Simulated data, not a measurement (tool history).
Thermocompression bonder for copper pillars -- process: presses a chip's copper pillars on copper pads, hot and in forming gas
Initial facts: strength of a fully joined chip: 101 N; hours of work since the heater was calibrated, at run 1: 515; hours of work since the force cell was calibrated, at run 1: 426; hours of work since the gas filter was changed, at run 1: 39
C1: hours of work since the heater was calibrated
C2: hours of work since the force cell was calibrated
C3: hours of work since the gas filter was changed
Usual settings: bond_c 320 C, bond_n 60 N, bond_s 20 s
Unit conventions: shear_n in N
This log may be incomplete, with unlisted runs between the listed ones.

{"run": 1, "day": 0.0, "bond_c": 320, "bond_n": 60, "bond_s": 20, "C1": 515, "C2": 426, "C3": 39, "shear_n": 56.4}
{"run": 2, "day": 0.662, "bond_c": 320, "bond_n": 60, "bond_s": 20, "C1": 525, "C2": 436, "C3": 49, "shear_n": 56}
{"run": 3, "day": 1.708, "bond_c": 320, "bond_n": 60, "bond_s": 11, "C1": 542, "C2": 453, "C3": 66, "shear_n": 45.7}
{"run": 4, "day": 2.408, "bond_c": 320, "bond_n": 60, "bond_s": 20, "C1": 553, "C2": 464, "C3": 77, "shear_n": 55.1}
{"day": 2.967, "done": "heater calibrated with a thermocouple chip"}
{"run": 5, "day": 3.517, "bond_c": 320, "bond_n": 60, "bond_s": 20, "C1": 9, "C2": 481, "C3": 94, "shear_n": 49.9}
{"run": 6, "day": 4.658, "bond_c": 320, "bond_n": 60, "bond_s": 20, "C1": 27, "C2": 499, "C3": 112, "shear_n": 49.2}
{"run": 7, "day": 5.196, "bond_c": 320, "bond_n": 60, "bond_s": 20, "C1": 36, "C2": 508, "C3": 121, "shear_n": 49.2}
{"day": 5.867, "done": "forming gas filter changed"}
{"run": 8, "day": 6.371, "bond_c": 320, "bond_n": 60, "bond_s": 20, "C1": 54, "C2": 526, "C3": 8, "shear_n": 53.9}
{"run": 9, "day": 7.45, "bond_c": 320, "bond_n": 60, "bond_s": 12, "C1": 72, "C2": 543, "C3": 25, "shear_n": 44.6}
{"run": 10, "day": 8.242, "bond_c": 297, "bond_n": 77, "bond_s": 32, "C1": 84, "C2": 556, "C3": 38, "shear_n": 57.4}
{"run": 11, "day": 8.975, "bond_c": 297, "bond_n": 74, "bond_s": 58, "C1": 96, "C2": 568, "C3": 50, "shear_n": 66.2}
{"day": 9.104, "done": "force cell calibrated"}
{"run": 12, "day": 9.979, "bond_c": 297, "bond_n": 74, "bond_s": 58, "C1": 111, "C2": 14, "C3": 65, "shear_n": 66.5}
{"run": 13, "day": 10.775, "bond_c": 297, "bond_n": 74, "bond_s": 58, "C1": 124, "C2": 27, "C3": 78, "shear_n": 66}
{"run": 14, "day": 11.292, "bond_c": 295, "bond_n": 60, "bond_s": 34, "C1": 132, "C2": 35, "C3": 86, "shear_n": 48.9}
{"run": 15, "day": 11.908, "bond_c": 324, "bond_n": 54, "bond_s": 28, "C1": 142, "C2": 45, "C3": 96, "shear_n": 56.2}
{"run": 16, "day": 12.621, "bond_c": 319, "bond_n": 79, "bond_s": 25, "C1": 154, "C2": 56, "C3": 107, "shear_n": 62.6}
{"run": 17, "day": 13.433, "bond_c": 319, "bond_n": 79, "bond_s": 25, "C1": 167, "C2": 69, "C3": 120, "shear_n": 62.3}

Branching from run 17: 3 alternative next runs. What would each branch give?
{"day": 14.108, "done": "forming gas filter changed"}
{"run": "A", "day": 14.117, "bond_c": 336, "bond_n": 79, "bond_s": 42, "C1": 177, "C2": 80, "C3": 0, "shear_n": "?"}
{"day": 14.108, "done": "forming gas filter changed"}
{"run": "B", "day": 14.117, "bond_c": 341, "bond_n": 61, "bond_s": 33, "C1": 177, "C2": 80, "C3": 0, "shear_n": "?"}
{"day": 14.108, "done": "forming gas filter changed"}
{"run": "C", "day": 14.117, "bond_c": 320, "bond_n": 60, "bond_s": 17, "C1": 177, "C2": 80, "C3": 0, "shear_n": "?"}

run=A shear_n=83.2
run=B shear_n=75
run=C shear_n=52.4
What these runs would have given with no unlogged condition in the tool:
run=A shear_n=81.5
run=B shear_n=73.1
run=C shear_n=50.4
